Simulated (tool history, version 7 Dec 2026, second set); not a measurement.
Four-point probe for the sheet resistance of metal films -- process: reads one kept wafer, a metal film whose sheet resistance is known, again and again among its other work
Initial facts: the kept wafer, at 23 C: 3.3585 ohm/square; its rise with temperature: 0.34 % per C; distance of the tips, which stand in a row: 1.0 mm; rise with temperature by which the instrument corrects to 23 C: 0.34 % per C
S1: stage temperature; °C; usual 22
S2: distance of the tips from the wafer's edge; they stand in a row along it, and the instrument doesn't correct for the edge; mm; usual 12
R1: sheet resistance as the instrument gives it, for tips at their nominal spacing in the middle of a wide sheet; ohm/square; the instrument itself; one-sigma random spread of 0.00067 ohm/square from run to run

run   hour  S1  S2        R1
  1      0  22  12   3.38832
  2   23.1  22  12  3.386784
  3   38.4  28  12  3.388349
  4     57  28  12  3.388224
  5   80.6  22  12  3.388214
  6  100.4  22  12  3.387408
  7  115.2  22  12  3.386817
  8  125.9  22  12  3.388151
  9  141.8  22  12    3.3883
 10  157.6  22  12  3.389586
 11  175.3  22  12  3.388449
 12    191  22  25  3.378073
 13  206.7  22  25  3.378824
 14  224.5  23  10  3.394121
 15  237.5  23  10  3.395189
 16  261.2  21  16  3.381756
 17    285  20  18  3.382194

4 ways to go on from here, each from the tool as it stands after run 17. What would each give?
  A  299.3  19  15   ?
  B  299.3  34  12   ?
  C  299.3  20  24   ?
  D  299.3  25  14   ?

run        R1
  A  3.384955
  B  3.388525
  C  3.379601
  D  3.385357
Had the tool no hidden state, the same runs would have come out as:
run        R1
  A  3.367093
  B  3.370699
  C  3.361768
  D  3.367515
